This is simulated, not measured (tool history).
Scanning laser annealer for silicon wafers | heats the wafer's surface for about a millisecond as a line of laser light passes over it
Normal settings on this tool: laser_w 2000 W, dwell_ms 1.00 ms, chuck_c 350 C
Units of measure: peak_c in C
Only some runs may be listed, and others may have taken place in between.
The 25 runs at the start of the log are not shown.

run,hour,laser_w,dwell_ms,chuck_c,peak_c
26,721.8,2000,0.95,337,1122
27,743.3,1714,1.01,389,1060
28,779.5,1714,1.01,389,1063
29,804.8,1830,0.89,389,1071
# hour 827.4: optics aligned, line set to its width
30,830.5,2000,1.20,324,1201
31,856.9,2000,1.20,324,1200
32,896.5,1789,1.00,350,1059
33,915.7,1997,0.88,388,1148
34,950.4,1997,0.88,388,1144
35,974.9,1929,1.06,388,1183
36,1008.0,1817,1.22,312,1102
37,1024.6,1817,1.22,312,1101
38,1063.9,1817,1.22,312,1104
39,1089.4,1817,1.22,312,1101
40,1114.7,1817,1.22,312,1099

Alternative continuations, all from the tool just after run 40; predict every row:
A,1131.0,2184,1.01,350,?
B,1131.0,2000,1.00,343,?
C,1131.0,2054,1.22,312,?
D,1131.0,1814,1.14,330,?

run,peak_c
A,1245
B,1144
C,1220
D,1089
The same runs, with their run-to-run variation unchanged, on a tool lacking any hidden condition would have given:
run,peak_c
A,1264
B,1161
C,1240
D,1105

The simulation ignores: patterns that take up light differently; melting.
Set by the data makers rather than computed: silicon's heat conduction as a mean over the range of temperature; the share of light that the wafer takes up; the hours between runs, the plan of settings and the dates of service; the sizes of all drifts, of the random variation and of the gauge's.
